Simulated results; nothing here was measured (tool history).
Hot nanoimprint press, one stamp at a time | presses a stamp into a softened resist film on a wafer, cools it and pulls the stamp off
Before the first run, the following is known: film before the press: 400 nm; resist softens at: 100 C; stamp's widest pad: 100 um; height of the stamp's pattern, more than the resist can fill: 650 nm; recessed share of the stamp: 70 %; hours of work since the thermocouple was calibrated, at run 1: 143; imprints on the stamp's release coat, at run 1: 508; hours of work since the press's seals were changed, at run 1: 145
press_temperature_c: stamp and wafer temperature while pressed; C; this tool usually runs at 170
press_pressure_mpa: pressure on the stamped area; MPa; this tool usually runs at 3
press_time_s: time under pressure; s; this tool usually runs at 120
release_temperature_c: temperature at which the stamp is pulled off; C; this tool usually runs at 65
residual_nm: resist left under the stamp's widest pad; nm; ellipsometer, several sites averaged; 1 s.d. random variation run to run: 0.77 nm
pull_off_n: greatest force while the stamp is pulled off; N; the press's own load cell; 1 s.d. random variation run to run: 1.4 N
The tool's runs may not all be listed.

run	day	press_temperature_c	press_pressure_mpa	press_time_s	release_temperature_c	hours of work since the thermocouple was calibrated	imprints on the stamp's release coat	hours of work since the press's seals were changed	residual_nm	pull_off_n
1	0	170	3	120	65	143	508	145	224.5	256
2	0.275	170	3	120	65	148	535	149	225.2	257
3	0.621	170	3	120	65	153	568	154	224.9	253
4	0.975	170	3	120	65	159	602	160	225	256
5	1.304	170	3	120	65	164	634	165	226.4	256
6	1.521	179	3	120	65	167	655	168	159.5	261
# day 1.933: stamp cleaned and given a new release coat
7	2.067	170	2.28	120	65	172	13	173	248.1	238
8	2.258	170	2.28	120	65	175	31	176	249.2	241
9	2.621	170	2.28	120	65	180	67	182	246.9	238
10	3	170	2.28	120	65	186	103	188	250.1	239
11	3.304	170	2.28	120	65	191	133	192	249.1	243
12	3.533	170	3	120	51	195	155	196	226.6	327
13	3.775	170	3	120	51	199	179	200	225.6	327
14	3.946	170	3	120	51	201	195	202	225.4	327
15	4.304	158	3.39	120	65	207	230	208	319.2	245
16	4.588	158	3.39	120	65	211	257	212	317.5	244
17	4.758	170	3	120	69	214	274	215	225.6	223

What if the next run were any one of these 3? Each begins from the tool's condition after run 17:
A	5.033	181	3	76	69	218	301	219	?	?
B	5.033	170	3	140	69	218	301	219	?	?
C	5.033	170	2.28	120	52	218	301	219	?	?

run	residual_nm	pull_off_n
A	177.6	223
B	215.4	225
C	248.5	330
What these runs would have given with no unlogged condition in the tool:
run	residual_nm	pull_off_n
A	173.3	212
B	210.3	214
C	243.8	315
